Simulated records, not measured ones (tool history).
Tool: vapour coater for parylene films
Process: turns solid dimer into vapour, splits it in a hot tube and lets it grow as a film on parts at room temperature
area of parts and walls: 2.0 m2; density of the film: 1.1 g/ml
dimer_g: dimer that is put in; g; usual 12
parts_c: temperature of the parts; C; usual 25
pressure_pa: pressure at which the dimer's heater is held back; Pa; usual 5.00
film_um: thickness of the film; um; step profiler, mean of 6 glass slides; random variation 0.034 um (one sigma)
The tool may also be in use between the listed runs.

run,day,dimer_g,parts_c,pressure_pa,film_um
1,0.000,12,25,5.00,3.94
2,0.879,8,25,5.00,2.63
3,1.500,7,25,5.00,2.31
4,1.975,7,25,5.00,2.31
5,2.717,7,25,5.00,2.34
6,3.371,7,25,5.00,2.36
7,4.383,7,25,5.00,2.37
8,5.196,12,25,5.00,4.00
9,5.996,12,23,5.00,4.14
10,6.929,12,23,5.00,4.29
11,7.438,12,23,5.00,4.19
12,8.233,12,23,5.00,4.23
13,8.742,9,23,5.00,3.14
14,9.483,12,25,5.00,3.95
15,10.425,12,25,8.42,3.49
# day 11.258: trap's valve overhauled
16,11.317,12,25,8.42,3.58
17,12.033,12,25,8.42,3.55
# day 12.508: table's thermometer calibrated
18,13.108,12,32,5.00,3.28
19,14.138,12,32,5.00,3.32
20,14.712,12,32,5.00,3.25
21,15.742,12,32,5.00,3.31
22,16.433,12,31,7.89,3.07
23,17.004,10,34,4.63,2.62
24,17.800,11,31,5.00,3.06
25,18.954,12,29,3.81,3.75
26,19.546,21,25,5.00,6.96
27,20.088,8,24,10.92,2.30
28,21.108,14,25,5.00,4.66
29,22.288,5,25,5.00,1.65
# day 22.571: trap's valve overhauled
30,23.225,5,25,5.00,1.65
31,23.879,5,25,5.00,1.65
32,24.633,7,23,5.87,2.36
33,25.688,7,23,5.87,2.37
34,26.292,13,19,4.62,5.21
35,27.054,6,24,3.37,2.22
36,27.754,7,17,6.35,2.79
37,28.875,7,17,6.35,2.75
38,29.946,7,17,6.35,2.76

5 ways to go on from here, each from the tool as it stands after run 38. What would each give?
A,30.792,16,20,2.24,?
B,30.792,21,30,7.56,?
C,30.792,18,25,5.00,?
D,30.792,10,25,4.53,?
E,30.792,6,32,2.36,?

run,film_um
A,7.06
B,5.55
C,5.96
D,3.39
E,1.94
Without the tool's hidden state the same runs would have given:
run,film_um
A,7.07
B,5.56
C,5.97
D,3.39
E,1.94

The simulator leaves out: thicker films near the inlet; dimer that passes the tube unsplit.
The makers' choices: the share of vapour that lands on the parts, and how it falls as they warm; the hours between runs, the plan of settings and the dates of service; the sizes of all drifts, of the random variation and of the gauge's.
